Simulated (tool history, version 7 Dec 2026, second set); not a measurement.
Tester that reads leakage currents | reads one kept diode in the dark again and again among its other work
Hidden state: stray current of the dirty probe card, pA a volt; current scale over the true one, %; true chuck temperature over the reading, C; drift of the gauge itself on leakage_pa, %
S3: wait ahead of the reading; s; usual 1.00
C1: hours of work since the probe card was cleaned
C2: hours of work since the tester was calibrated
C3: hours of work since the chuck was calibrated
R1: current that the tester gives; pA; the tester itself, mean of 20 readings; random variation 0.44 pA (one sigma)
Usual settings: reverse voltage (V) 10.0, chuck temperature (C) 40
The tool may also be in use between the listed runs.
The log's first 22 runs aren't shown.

run 23 hour=618.2 | reverse_voltage_(V)=3.4 chuck_temperature_(C)=39 S3=1.00 | C1=1659 C2=396 C3=259 | R1=86.91
run 24 hour=637.6 | reverse_voltage_(V)=7.4 chuck_temperature_(C)=40 S3=1.13 | C1=1668 C2=405 C3=268 | R1=127.98
run 25 hour=678.3 | reverse_voltage_(V)=2.7 chuck_temperature_(C)=25 S3=0.72 | C1=1688 C2=425 C3=288 | R1=29.73
run 26 hour=718.0 | reverse_voltage_(V)=2.7 chuck_temperature_(C)=39 S3=0.72 | C1=1707 C2=444 C3=307 | R1=79.34
run 27 hour=736.0 | reverse_voltage_(V)=1.4 chuck_temperature_(C)=39 S3=0.41 | C1=1716 C2=453 C3=316 | R1=61.00
run 28 hour=754.1 | reverse_voltage_(V)=12.9 chuck_temperature_(C)=50 S3=0.41 | C1=1725 C2=462 C3=325 | R1=309.70
run 29 hour=774.7 | reverse_voltage_(V)=12.9 chuck_temperature_(C)=50 S3=0.41 | C1=1735 C2=472 C3=335 | R1=311.23
run 30 hour=797.4 | reverse_voltage_(V)=15.0 chuck_temperature_(C)=50 S3=1.74 | C1=1746 C2=483 C3=346 | R1=324.31
run 31 hour=815.9 | reverse_voltage_(V)=15.0 chuck_temperature_(C)=50 S3=1.74 | C1=1755 C2=492 C3=355 | R1=324.75
run 32 hour=850.5 | reverse_voltage_(V)=12.5 chuck_temperature_(C)=44 S3=0.41 | C1=1771 C2=509 C3=371 | R1=210.78
run 33 hour=883.2 | reverse_voltage_(V)=12.5 chuck_temperature_(C)=44 S3=0.41 | C1=1787 C2=524 C3=387 | R1=210.43
run 34 hour=924.5 | reverse_voltage_(V)=12.5 chuck_temperature_(C)=44 S3=0.41 | C1=1807 C2=544 C3=407 | R1=210.63
run 35 hour=960.2 | reverse_voltage_(V)=12.5 chuck_temperature_(C)=44 S3=0.41 | C1=1824 C2=562 C3=425 | R1=210.50
run 36 hour=977.4 | reverse_voltage_(V)=12.5 chuck_temperature_(C)=44 S3=0.41 | C1=1833 C2=570 C3=433 | R1=209.64
run 37 hour=996.6 | reverse_voltage_(V)=10.0 chuck_temperature_(C)=40 S3=0.72 | C1=1842 C2=579 C3=442 | R1=146.00
run 38 hour=1018.0 | reverse_voltage_(V)=17.4 chuck_temperature_(C)=28 S3=1.90 | C1=1852 C2=590 C3=453 | R1=79.32
run 39 hour=1051.2 | reverse_voltage_(V)=17.4 chuck_temperature_(C)=28 S3=9.96 | C1=1869 C2=606 C3=469 | R1=77.52
run 40 hour=1091.2 | reverse_voltage_(V)=1.2 chuck_temperature_(C)=48 S3=0.76 | C1=1888 C2=625 C3=488 | R1=103.11
run 41 hour=1109.6 | reverse_voltage_(V)=1.2 chuck_temperature_(C)=48 S3=0.76 | C1=1897 C2=634 C3=497 | R1=103.15

Forecast each of these 3 alternatives for the next run:
run A hour=1150.7 | reverse_voltage_(V)=10.0 chuck_temperature_(C)=29 S3=1.00 | C1=1917 C2=654 C3=517 | R1=?
run B hour=1150.7 | reverse_voltage_(V)=17.2 chuck_temperature_(C)=48 S3=0.76 | C1=1917 C2=654 C3=517 | R1=?
run C hour=1150.7 | reverse_voltage_(V)=1.8 chuck_temperature_(C)=57 S3=5.53 | C1=1917 C2=654 C3=517 | R1=?

run=A R1=68.57
run=B R1=307.05
run=C R1=212.31
Without the tool's hidden state the same runs would have given:
run=A R1=68.46
run=B R1=306.77
run=C R1=212.19
